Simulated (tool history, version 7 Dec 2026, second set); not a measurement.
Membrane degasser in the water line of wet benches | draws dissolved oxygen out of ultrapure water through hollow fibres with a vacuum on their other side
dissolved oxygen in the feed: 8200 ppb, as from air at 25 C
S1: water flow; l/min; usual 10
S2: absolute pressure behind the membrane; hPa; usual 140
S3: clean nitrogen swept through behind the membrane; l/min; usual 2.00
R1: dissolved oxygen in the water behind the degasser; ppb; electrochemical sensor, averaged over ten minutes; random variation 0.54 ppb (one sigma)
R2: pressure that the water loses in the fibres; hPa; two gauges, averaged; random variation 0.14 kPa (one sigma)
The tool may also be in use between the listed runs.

run 1 hour=0.0 | S1=10 S2=140 S3=2.00 | R1=137.1 R2=327.1
run 2 hour=172.3 | S1=10 S2=140 S3=2.00 | R1=136.1 R2=328.2
run 3 hour=337.3 | S1=10 S2=140 S3=4.10 | R1=70.2 R2=328.6
run 4 hour=528.0 | S1=10 S2=140 S3=4.10 | R1=69.7 R2=328.4
run 5 hour=729.0 | S1=10 S2=140 S3=4.03 | R1=71.0 R2=330.1
run 6 hour=826.5 | S1=10 S2=140 S3=5.58 | R1=52.5 R2=328.9
run 7 hour=931.6 | S1=10 S2=183 S3=5.58 | R1=71.5 R2=328.8
-- hour=949.5 vacuum gauge calibrated
run 8 hour=1029.9 | S1=10 S2=183 S3=5.58 | R1=71.1 R2=328.9
run 9 hour=1175.9 | S1=10 S2=183 S3=1.58 | R1=233.1 R2=330.8
run 10 hour=1314.2 | S1=10 S2=87 S3=2.00 | R1=70.8 R2=329.6
run 11 hour=1428.4 | S1=10 S2=140 S3=2.00 | R1=136.0 R2=329.8
run 12 hour=1588.8 | S1=10 S2=140 S3=2.00 | R1=136.7 R2=331.0
run 13 hour=1727.4 | S1=10 S2=140 S3=2.00 | R1=136.7 R2=329.4
run 14 hour=1842.8 | S1=10 S2=140 S3=2.00 | R1=136.0 R2=330.1
run 15 hour=2031.1 | S1=10 S2=140 S3=2.00 | R1=135.7 R2=328.4
run 16 hour=2184.0 | S1=10 S2=140 S3=2.00 | R1=136.5 R2=329.6
run 17 hour=2393.1 | S1=10 S2=140 S3=2.00 | R1=136.3 R2=328.0
run 18 hour=2527.4 | S1=10 S2=140 S3=2.00 | R1=136.0 R2=329.4
run 19 hour=2652.8 | S1=10 S2=140 S3=2.00 | R1=136.6 R2=332.0
run 20 hour=2794.5 | S1=10 S2=140 S3=2.00 | R1=137.3 R2=330.0
run 21 hour=3004.8 | S1=10 S2=140 S3=2.00 | R1=136.6 R2=331.3
run 22 hour=3221.2 | S1=10 S2=140 S3=2.00 | R1=136.6 R2=331.6
run 23 hour=3406.3 | S1=10 S2=140 S3=2.00 | R1=137.2 R2=330.2
-- hour=3495.8 seals of the vacuum lines changed
run 24 hour=3511.1 | S1=8 S2=321 S3=2.00 | R1=275.5 R2=265.8
run 25 hour=3720.9 | S1=15 S2=220 S3=5.94 | R1=134.6 R2=496.0
run 26 hour=3895.8 | S1=9 S2=297 S3=2.00 | R1=286.8 R2=298.9
run 27 hour=4023.3 | S1=14 S2=318 S3=2.00 | R1=471.1 R2=464.3
run 28 hour=4181.4 | S1=14 S2=318 S3=2.00 | R1=471.8 R2=464.1
run 29 hour=4371.7 | S1=14 S2=318 S3=2.00 | R1=474.9 R2=464.5
run 30 hour=4490.1 | S1=14 S2=318 S3=2.00 | R1=471.9 R2=465.1
-- hour=4542.5 vacuum gauge calibrated
run 31 hour=4616.0 | S1=14 S2=318 S3=2.00 | R1=469.4 R2=464.6
run 32 hour=4775.4 | S1=16 S2=318 S3=4.40 | R1=271.6 R2=529.4

3 ways to go on from here, each from the tool as it stands after run 32. What would each give?
run A hour=4971.0 | S1=9 S2=140 S3=2.00 | R1=? R2=?
run B hour=4971.0 | S1=16 S2=318 S3=4.01 | R1=? R2=?
run C hour=4971.0 | S1=15 S2=318 S3=2.45 | R1=? R2=?

run=A R1=119.7 R2=300.8
run=B R1=296.3 R2=533.7
run=C R1=421.6 R2=498.4
Without the tool's hidden state the same runs would have given:
run=A R1=118.6 R2=295.1
run=B R1=292.7 R2=523.4
run=C R1=418.2 R2=488.8

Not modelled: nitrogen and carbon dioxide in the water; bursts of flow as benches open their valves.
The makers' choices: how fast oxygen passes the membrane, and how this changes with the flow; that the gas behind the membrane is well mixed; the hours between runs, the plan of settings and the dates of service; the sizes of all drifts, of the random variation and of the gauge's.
